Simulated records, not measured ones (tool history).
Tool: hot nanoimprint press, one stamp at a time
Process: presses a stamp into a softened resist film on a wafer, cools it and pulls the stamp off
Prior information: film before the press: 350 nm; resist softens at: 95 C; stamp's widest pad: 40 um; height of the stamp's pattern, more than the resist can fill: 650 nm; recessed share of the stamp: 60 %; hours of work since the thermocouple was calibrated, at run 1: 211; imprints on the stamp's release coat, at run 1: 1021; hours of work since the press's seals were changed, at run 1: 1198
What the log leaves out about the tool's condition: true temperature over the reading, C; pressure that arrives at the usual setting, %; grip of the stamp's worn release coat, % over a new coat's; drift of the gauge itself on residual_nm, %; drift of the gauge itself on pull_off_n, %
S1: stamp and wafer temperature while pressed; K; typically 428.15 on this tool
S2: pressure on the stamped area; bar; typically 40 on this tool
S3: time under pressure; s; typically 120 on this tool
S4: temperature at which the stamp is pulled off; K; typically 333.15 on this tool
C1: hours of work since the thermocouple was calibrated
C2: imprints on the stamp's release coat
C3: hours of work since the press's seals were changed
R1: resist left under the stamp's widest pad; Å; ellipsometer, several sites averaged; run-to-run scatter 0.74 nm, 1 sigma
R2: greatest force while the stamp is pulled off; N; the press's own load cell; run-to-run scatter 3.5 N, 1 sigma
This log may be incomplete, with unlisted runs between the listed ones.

{"run": 1, "day": 0.0, "S1": 428.15, "S2": 40, "S3": 120, "S4": 333.15, "C1": 211, "C2": 1021, "C3": 1198, "R1": 1800, "R2": 199}
{"run": 2, "day": 2.483, "S1": 428.15, "S2": 40, "S3": 120, "S4": 333.15, "C1": 238, "C2": 1202, "C3": 1225, "R1": 1800, "R2": 206}
{"run": 3, "day": 5.754, "S1": 428.15, "S2": 40, "S3": 120, "S4": 333.15, "C1": 274, "C2": 1440, "C3": 1261, "R1": 1799, "R2": 219}
{"day": 6.867, "done": "stamp cleaned and given a new release coat"}
{"day": 7.742, "done": "press's hydraulic seals changed and the load cell set to zero"}
{"run": 4, "day": 9.575, "S1": 432.15, "S2": 40, "S3": 120, "S4": 333.15, "C1": 310, "C2": 173, "C3": 20, "R1": 1473, "R2": 166}
{"day": 12.433, "done": "plate thermocouple calibrated"}
{"run": 5, "day": 13.238, "S1": 419.15, "S2": 40, "S3": 120, "S4": 333.15, "C1": 9, "C2": 431, "C3": 59, "R1": 2492, "R2": 182}
{"run": 6, "day": 14.725, "S1": 419.15, "S2": 40, "S3": 120, "S4": 333.15, "C1": 25, "C2": 539, "C3": 76, "R1": 2483, "R2": 190}
{"run": 7, "day": 17.742, "S1": 428.15, "S2": 40, "S3": 120, "S4": 329.15, "C1": 58, "C2": 759, "C3": 109, "R1": 1810, "R2": 224}
{"run": 8, "day": 20.85, "S1": 428.15, "S2": 40, "S3": 120, "S4": 329.15, "C1": 93, "C2": 985, "C3": 143, "R1": 1779, "R2": 214}
{"run": 9, "day": 23.5, "S1": 428.15, "S2": 40, "S3": 120, "S4": 329.15, "C1": 122, "C2": 1179, "C3": 172, "R1": 1775, "R2": 231}
{"run": 10, "day": 25.417, "S1": 428.15, "S2": 40, "S3": 120, "S4": 319.15, "C1": 143, "C2": 1318, "C3": 193, "R1": 1785, "R2": 299}
{"day": 28.296, "done": "stamp cleaned and given a new release coat"}
{"run": 11, "day": 28.658, "S1": 428.15, "S2": 40, "S3": 120, "S4": 319.15, "C1": 176, "C2": 26, "C3": 226, "R1": 1760, "R2": 227}
{"run": 12, "day": 31.429, "S1": 428.15, "S2": 40, "S3": 120, "S4": 319.15, "C1": 206, "C2": 228, "C3": 257, "R1": 1760, "R2": 243}
{"run": 13, "day": 34.629, "S1": 428.15, "S2": 40, "S3": 120, "S4": 324.15, "C1": 242, "C2": 461, "C3": 292, "R1": 1755, "R2": 227}
{"run": 14, "day": 36.708, "S1": 428.15, "S2": 40, "S3": 120, "S4": 340.15, "C1": 265, "C2": 612, "C3": 315, "R1": 1736, "R2": 146}
{"run": 15, "day": 38.562, "S1": 428.15, "S2": 40, "S3": 120, "S4": 340.15, "C1": 285, "C2": 747, "C3": 335, "R1": 1735, "R2": 146}
{"run": 16, "day": 40.829, "S1": 428.15, "S2": 40, "S3": 120, "S4": 340.15, "C1": 310, "C2": 913, "C3": 360, "R1": 1723, "R2": 157}
{"day": 43.617, "done": "plate thermocouple calibrated"}
{"run": 17, "day": 44.083, "S1": 428.15, "S2": 40, "S3": 120, "S4": 340.15, "C1": 5, "C2": 1141, "C3": 395, "R1": 1818, "R2": 169}
{"run": 18, "day": 47.058, "S1": 429.15, "S2": 52, "S3": 149, "S4": 324.15, "C1": 38, "C2": 1357, "C3": 428, "R1": 1395, "R2": 264}
{"day": 49.15, "done": "stamp cleaned and given a new release coat"}
{"run": 19, "day": 49.188, "S1": 429.15, "S2": 52, "S3": 149, "S4": 324.15, "C1": 59, "C2": 2, "C3": 448, "R1": 1399, "R2": 209}
{"run": 20, "day": 52.004, "S1": 417.15, "S2": 40, "S3": 103, "S4": 336.15, "C1": 90, "C2": 207, "C3": 479, "R1": 2692, "R2": 159}
{"run": 21, "day": 54.371, "S1": 420.15, "S2": 26.1, "S3": 217, "S4": 339.15, "C1": 116, "C2": 380, "C3": 505, "R1": 2444, "R2": 148}
{"run": 22, "day": 56.983, "S1": 420.15, "S2": 26.1, "S3": 217, "S4": 339.15, "C1": 145, "C2": 570, "C3": 534, "R1": 2401, "R2": 152}
{"run": 23, "day": 60.067, "S1": 430.15, "S2": 51.9, "S3": 146, "S4": 329.15, "C1": 178, "C2": 795, "C3": 568, "R1": 1330, "R2": 210}
{"run": 24, "day": 62.575, "S1": 428.15, "S2": 40, "S3": 161, "S4": 333.15, "C1": 206, "C2": 978, "C3": 596, "R1": 1592, "R2": 194}
{"run": 25, "day": 65.821, "S1": 428.15, "S2": 38.5, "S3": 238, "S4": 336.15, "C1": 242, "C2": 1214, "C3": 632, "R1": 1424, "R2": 184}
{"run": 26, "day": 69.354, "S1": 422.15, "S2": 41.4, "S3": 120, "S4": 333.15, "C1": 281, "C2": 1471, "C3": 670, "R1": 2130, "R2": 217}
{"day": 69.896, "done": "stamp cleaned and given a new release coat"}
{"run": 27, "day": 71.533, "S1": 422.15, "S2": 41.4, "S3": 120, "S4": 333.15, "C1": 302, "C2": 119, "C3": 692, "R1": 2142, "R2": 169}
{"run": 28, "day": 74.625, "S1": 428.15, "S2": 33.7, "S3": 120, "S4": 318.15, "C1": 336, "C2": 344, "C3": 726, "R1": 1882, "R2": 236}
{"day": 74.988, "done": "plate thermocouple calibrated"}
{"run": 29, "day": 78.325, "S1": 428.15, "S2": 33.7, "S3": 110, "S4": 318.15, "C1": 37, "C2": 604, "C3": 765, "R1": 2043, "R2": 270}

Branching from run 29: 4 alternative next runs. What would each branch give?
{"run": "A", "day": 81.5, "S1": 428.15, "S2": 33.7, "S3": 62, "S4": 318.15, "C1": 72, "C2": 836, "C3": 800, "R1": "?", "R2": "?"}
{"run": "B", "day": 81.5, "S1": 430.15, "S2": 47.3, "S3": 117, "S4": 333.15, "C1": 72, "C2": 836, "C3": 800, "R1": "?", "R2": "?"}
{"run": "C", "day": 81.5, "S1": 439.15, "S2": 33.7, "S3": 110, "S4": 318.15, "C1": 72, "C2": 836, "C3": 800, "R1": "?", "R2": "?"}
{"run": "D", "day": 81.5, "S1": 434.15, "S2": 40, "S3": 81, "S4": 320.15, "C1": 72, "C2": 836, "C3": 800, "R1": "?", "R2": "?"}

run=A R1=2348 R2=281
run=B R1=1554 R2=201
run=C R1=1365 R2=274
run=D R1=1650 R2=272
Take away the tool's hidden state, keep each run's random variation, and the runs would have read:
run=A R1=2337 R2=239
run=B R1=1536 R2=171
run=C R1=1354 R2=233
run=D R1=1635 R2=231
